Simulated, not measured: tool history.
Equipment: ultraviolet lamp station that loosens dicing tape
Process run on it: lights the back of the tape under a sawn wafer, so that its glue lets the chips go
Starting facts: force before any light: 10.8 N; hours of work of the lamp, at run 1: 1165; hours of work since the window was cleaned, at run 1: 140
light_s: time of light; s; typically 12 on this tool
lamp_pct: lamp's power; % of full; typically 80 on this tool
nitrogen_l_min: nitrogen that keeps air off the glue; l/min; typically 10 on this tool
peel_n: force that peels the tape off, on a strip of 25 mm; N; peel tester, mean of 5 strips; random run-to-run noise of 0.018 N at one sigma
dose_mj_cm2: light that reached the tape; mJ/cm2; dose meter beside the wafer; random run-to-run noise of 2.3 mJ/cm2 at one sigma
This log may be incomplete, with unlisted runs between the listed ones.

run,hour,light_s,lamp_pct,nitrogen_l_min,hours of work of the lamp,hours of work since the window was cleaned,peel_n,dose_mj_cm2
1,0.0,12,80,10,1165,140,1.432,189
2,62.0,12,97,10,1203,178,0.985,222
3,106.0,12,97,10,1230,205,0.997,227
4,164.2,12,97,10,1266,241,1.040,215
5,225.2,12,97,10,1304,279,1.107,216
6,270.4,12,97,10,1332,307,1.090,210
7,330.5,12,97,10,1369,344,1.185,211
8,359.2,12,97,10,1387,362,1.198,209
9,402.0,12,97,10,1413,388,1.209,206
10,469.3,12,97,10,1455,430,1.269,203
11,534.8,12,97,10,1495,470,1.299,199
12,598.3,12,80,5,1534,509,2.515,165
13,634.5,12,80,5,1557,532,2.556,155
14,685.8,10,80,20,1588,563,2.217,128
# hour 748.0: lamp changed
15,752.6,8,79,10,3,604,2.585,133
16,786.6,8,79,10,24,625,2.611,132
# hour 795.2: window cleaned of glue's vapour
17,818.1,8,62,4,43,14,3.750,118
18,874.7,9,91,4,78,49,2.080,197
19,918.7,9,91,4,105,76,2.097,194
20,960.9,9,91,4,131,102,2.045,192
21,989.4,9,91,4,149,120,2.132,193
22,1055.7,11,74,11,190,161,1.444,186
23,1089.5,11,74,11,211,182,1.392,186

Predict each of these 3 candidate next runs independently; none follows another, all start after run 23:
A,1127.0,11,74,9,234,205,?,?
B,1127.0,11,74,15,234,205,?,?
C,1127.0,15,80,6,234,205,?,?

run,peel_n,dose_mj_cm2
A,1.560,182
B,1.296,182
C,0.852,272
With no hidden state in the tool, these same runs would have given:
run,peel_n,dose_mj_cm2
A,1.295,200
B,1.058,200
C,0.672,298
